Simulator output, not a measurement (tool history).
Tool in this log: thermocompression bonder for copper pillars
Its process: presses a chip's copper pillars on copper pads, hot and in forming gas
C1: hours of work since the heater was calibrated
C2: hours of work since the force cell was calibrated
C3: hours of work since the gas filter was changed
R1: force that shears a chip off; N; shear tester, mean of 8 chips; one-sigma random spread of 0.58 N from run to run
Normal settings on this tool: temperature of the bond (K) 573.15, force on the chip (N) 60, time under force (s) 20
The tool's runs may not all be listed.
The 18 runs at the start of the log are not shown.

Run 19, hour 417.1: usual settings; C1 1410; C2 1033; C3 29. Result: R1 65.7 N.
Run 20, hour 443.2: usual settings; C1 1430; C2 1053; C3 49. Result: R1 65.7 N.
Run 21, hour 459.5: usual settings but temperature of the bond (K) 584.15, force on the chip (N) 54; C1 1442; C2 1066; C3 61. Result: R1 69.3 N.
Run 22, hour 477.7: usual settings but time under force (s) 56; C1 1456; C2 1079; C3 75. Result: R1 93.0 N.
Run 23, hour 506.6: usual settings but temperature of the bond (K) 562.15, force on the chip (N) 47, time under force (s) 28; C1 1478; C2 1101; C3 97. Result: R1 53.4 N.
At hour 524.3: forming gas filter changed.
Run 24, hour 538.1: usual settings but temperature of the bond (K) 572.15, force on the chip (N) 47, time under force (s) 31; C1 1501; C2 1125; C3 10. Result: R1 64.4 N.
Run 25, hour 564.6: usual settings but temperature of the bond (K) 554.15, force on the chip (N) 54, time under force (s) 10; C1 1522; C2 1145; C3 31. Result: R1 35.0 N.
Run 26, hour 590.5: usual settings but temperature of the bond (K) 554.15, force on the chip (N) 54, time under force (s) 10; C1 1541; C2 1165; C3 50. Result: R1 33.6 N.
At hour 593.9: heater calibrated with a thermocouple chip.
Run 27, hour 626.1: usual settings but temperature of the bond (K) 545.15, force on the chip (N) 62, time under force (s) 24; C1 24; C2 1190; C3 76. Result: R1 47.7 N.
Run 28, hour 642.5: usual settings but temperature of the bond (K) 545.15, force on the chip (N) 43, time under force (s) 24; C1 37; C2 1203; C3 88. Result: R1 33.2 N.
Run 29, hour 658.3: usual settings but temperature of the bond (K) 557.15, force on the chip (N) 42, time under force (s) 27; C1 49; C2 1215; C3 100. Result: R1 42.5 N.

Forecast run 30:
At hour 671.8: forming gas filter changed.
Run 30, hour 678.1: usual settings but time under force (s) 22; C1 63; C2 1229; C3 5. Result: R1 ?.

{"run 30": {"R1": 65.5}}
The same run, on a tool lacking any hidden state, would have yielded R1 80.2 N.

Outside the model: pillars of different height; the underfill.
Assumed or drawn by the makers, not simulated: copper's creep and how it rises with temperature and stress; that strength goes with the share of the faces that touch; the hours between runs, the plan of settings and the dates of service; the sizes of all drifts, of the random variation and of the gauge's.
